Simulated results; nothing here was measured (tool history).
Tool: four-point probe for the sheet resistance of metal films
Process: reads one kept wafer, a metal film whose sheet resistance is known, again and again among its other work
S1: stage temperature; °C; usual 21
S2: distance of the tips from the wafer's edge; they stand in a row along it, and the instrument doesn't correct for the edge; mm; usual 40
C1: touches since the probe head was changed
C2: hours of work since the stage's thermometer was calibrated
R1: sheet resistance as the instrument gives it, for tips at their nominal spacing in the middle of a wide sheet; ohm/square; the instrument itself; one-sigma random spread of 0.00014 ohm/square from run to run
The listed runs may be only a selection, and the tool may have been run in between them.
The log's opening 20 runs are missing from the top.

Run 21, day 42.117: usual settings but S1 29 °C, S2 4 mm; C1 105509; C2 187. Result: R1 0.677747 ohm/square.
Run 22, day 43.838: usual settings but S1 29 °C, S2 8 mm; C1 106988; C2 220. Result: R1 0.670984 ohm/square.
Run 23, day 45.862: usual settings but S1 27 °C, S2 34 mm; C1 108726; C2 258. Result: R1 0.669232 ohm/square.
At day 47.629: new probe head fitted.
Run 24, day 49.000: usual settings but S2 51 mm; C1 1177; C2 317. Result: R1 0.683052 ohm/square.
Run 25, day 52.100: usual settings but S2 51 mm; C1 3840; C2 377. Result: R1 0.683071 ohm/square.
Run 26, day 54.267: usual settings but S2 7 mm; C1 5701; C2 418. Result: R1 0.686210 ohm/square.
Run 27, day 56.604: usual settings but S2 3 mm; C1 7706; C2 462. Result: R1 0.698778 ohm/square.
Run 28, day 59.179: usual settings but S1 23 °C, S2 32 mm; C1 9918; C2 512. Result: R1 0.682332 ohm/square.
Run 29, day 61.733: usual settings but S1 27 °C, S2 3 mm; C1 12110; C2 560. Result: R1 0.696169 ohm/square.
Run 30, day 63.329: usual settings but S1 27 °C, S2 5 mm; C1 13483; C2 591. Result: R1 0.685945 ohm/square.
Run 31, day 66.017: usual settings but S1 27 °C, S2 52 mm; C1 15790; C2 642. Result: R1 0.680405 ohm/square.
Run 32, day 69.121: usual settings but S2 4 mm; C1 18456; C2 701. Result: R1 0.691065 ohm/square.
Run 33, day 71.871: usual settings but S1 20 °C, S2 14 mm; C1 20816; C2 754. Result: R1 0.683067 ohm/square.
Run 34, day 73.762: usual settings but S1 27 °C, S2 74 mm; C1 22443; C2 790. Result: R1 0.679652 ohm/square.

Branching from run 34: 3 alternative next runs. What would each branch give?
Run A, day 76.362: usual settings but S1 24 °C, S2 27 mm; C1 24675; C2 839. Result: R1 ?.
Run B, day 76.362: usual settings but S1 20 °C, S2 23 mm; C1 24675; C2 839. Result: R1 ?.
Run C, day 76.362: usual settings but S1 30 °C, S2 37 mm; C1 24675; C2 839. Result: R1 ?.

run        R1
  A  0.680596
  B  0.682310
  C  0.678486
Without the tool's hidden state the same runs would have given:
run        R1
  A  0.679338
  B  0.681053
  C  0.677225
